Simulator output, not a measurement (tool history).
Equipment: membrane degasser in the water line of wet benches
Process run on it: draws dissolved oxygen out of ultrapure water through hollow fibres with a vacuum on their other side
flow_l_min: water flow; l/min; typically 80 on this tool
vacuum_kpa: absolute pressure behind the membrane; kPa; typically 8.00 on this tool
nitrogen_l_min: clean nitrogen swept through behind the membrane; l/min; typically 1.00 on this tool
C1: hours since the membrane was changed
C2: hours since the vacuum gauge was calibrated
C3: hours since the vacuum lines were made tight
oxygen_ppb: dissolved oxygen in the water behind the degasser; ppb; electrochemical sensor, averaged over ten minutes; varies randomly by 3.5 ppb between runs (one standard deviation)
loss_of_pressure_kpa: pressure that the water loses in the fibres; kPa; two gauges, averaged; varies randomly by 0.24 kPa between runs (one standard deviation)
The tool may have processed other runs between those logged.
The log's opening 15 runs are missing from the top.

run 16 hour=1372.0 | flow_l_min=64 vacuum_kpa=17.66 nitrogen_l_min=1.00 | C1=3263 C2=5057 C3=1559 | oxygen_ppb=1457.3 loss_of_pressure_kpa=51.24
run 17 hour=1426.3 | flow_l_min=58 vacuum_kpa=12.36 nitrogen_l_min=0.68 | C1=3317 C2=5111 C3=1614 | oxygen_ppb=1173.4 loss_of_pressure_kpa=46.63
run 18 hour=1545.1 | flow_l_min=58 vacuum_kpa=12.36 nitrogen_l_min=0.68 | C1=3436 C2=5230 C3=1732 | oxygen_ppb=1181.0 loss_of_pressure_kpa=46.90
run 19 hour=1623.7 | flow_l_min=58 vacuum_kpa=8.27 nitrogen_l_min=0.40 | C1=3515 C2=5308 C3=1811 | oxygen_ppb=931.7 loss_of_pressure_kpa=46.71
run 20 hour=1740.2 | flow_l_min=66 vacuum_kpa=12.82 nitrogen_l_min=1.00 | C1=3631 C2=5425 C3=1927 | oxygen_ppb=1041.2 loss_of_pressure_kpa=52.79
run 21 hour=1813.2 | flow_l_min=106 vacuum_kpa=4.85 nitrogen_l_min=2.74 | C1=3704 C2=5498 C3=2001 | oxygen_ppb=273.8 loss_of_pressure_kpa=85.03
run 22 hour=1912.3 | flow_l_min=54 vacuum_kpa=4.85 nitrogen_l_min=0.52 | C1=3803 C2=5597 C3=2100 | oxygen_ppb=286.0 loss_of_pressure_kpa=43.23
run 23 hour=2010.7 | flow_l_min=54 vacuum_kpa=4.85 nitrogen_l_min=0.52 | C1=3902 C2=5695 C3=2198 | oxygen_ppb=285.1 loss_of_pressure_kpa=43.51

Predict the results of run 24:
run 24 hour=2126.7 | flow_l_min=54 vacuum_kpa=4.85 nitrogen_l_min=0.52 | C1=4018 C2=5811 C3=2314 | oxygen_ppb=? loss_of_pressure_kpa=?

Run 24 produced oxygen_ppb 286.9 ppb, loss_of_pressure_kpa 43.28 kPa.
Minus the tool's unlogged condition, the same run would have read oxygen_ppb 261.6 ppb, loss_of_pressure_kpa 42.68 kPa.
